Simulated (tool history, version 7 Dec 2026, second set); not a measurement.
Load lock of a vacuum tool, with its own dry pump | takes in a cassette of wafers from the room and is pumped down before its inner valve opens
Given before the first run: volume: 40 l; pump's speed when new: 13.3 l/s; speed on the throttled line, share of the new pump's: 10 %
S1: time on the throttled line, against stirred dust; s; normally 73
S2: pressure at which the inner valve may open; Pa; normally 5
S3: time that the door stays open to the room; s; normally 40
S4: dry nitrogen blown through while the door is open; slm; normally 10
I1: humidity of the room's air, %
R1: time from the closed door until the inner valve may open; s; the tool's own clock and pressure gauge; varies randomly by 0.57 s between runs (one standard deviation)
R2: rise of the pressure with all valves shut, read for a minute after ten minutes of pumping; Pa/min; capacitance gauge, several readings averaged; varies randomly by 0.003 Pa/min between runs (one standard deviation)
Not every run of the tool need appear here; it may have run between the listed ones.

run     hour   S1  S2   S3  S4    I1     R1     R2
  1        0   73   5   40  10    42   96.6  0.223
  2    426.9   73   5   40  10  44.2   97.4  0.257
  3    771.9   73   5   40  10  43.7   97.2  0.281
  4     1357   73   5   40  10  44.9   96.4  0.337
  5   1771.9   73   5   40  10  46.3   97.5  0.373
  6   2120.3   73   5   40  10  47.7   97.5  0.417
      2257.1  -- door's seal changed, seat wiped
  7   2406.9   73   5   25  10  45.6   97.4  0.016
  8     2848   73   5   25  10  43.9     98  0.031
  9   3385.5   49   5   40  10  45.6   76.2  0.054
 10   3703.2   73   5   40   6  43.5   98.2  0.063
 11   4023.3   73   5   40   6  45.2   99.5  0.081
 12   4512.3   73   5   40   6  42.8   98.1  0.103
 13   4925.2   73   5   40   6  44.2   98.4  0.125
 14     5352   73   5   40   6  46.5   99.5  0.154
 15     5743   73   5   92   6  44.7   98.4  0.191
 16   6030.1   73   5   92   6  42.1   98.5  0.202
 17   6644.9   73   5   40  10  45.6   99.5  0.235
 18   7224.9   73   5   40  10  41.1   99.5  0.272
 19   7685.4   73   5   40  10  45.6   99.8  0.321
 20   8000.4   73   5   40  10  46.5   98.9  0.362
      8317.2  -- door's seal changed, seat wiped
 21   8453.6   73   6   40  10    47   98.1  0.026
 22   8846.5   73   6   40  10  42.6   98.9  0.029
 23   9344.9   73   6   69  10  42.7   98.8  0.054
 24   9850.1   73   6   69  10  49.6   98.6  0.079
 25  10233.2   73   7   40  14  44.1   98.3  0.078
 26  10614.7   73   4   40  10  47.1   99.8  0.097
 27  10973.7   78   9   87  12  45.6  101.1  0.131
 28  11525.7  103   9  116  21  43.8  121.6  0.155
 29  11890.6  103   9  116  21  44.1  126.5  0.184
 30  12352.5   40  10  116   6  44.1   68.3  0.228
 31  12670.4   75   5  173  15  45.5  101.6  0.252

What will run 32 give?
 32  13196.7  73   5  35  10  46.4   ?   ?

{"run 32": {"R1": 99.7, "R2": 0.273}}
Without the tool's hidden state the same run would have given R1 96 s, R2 0.022 Pa/min.

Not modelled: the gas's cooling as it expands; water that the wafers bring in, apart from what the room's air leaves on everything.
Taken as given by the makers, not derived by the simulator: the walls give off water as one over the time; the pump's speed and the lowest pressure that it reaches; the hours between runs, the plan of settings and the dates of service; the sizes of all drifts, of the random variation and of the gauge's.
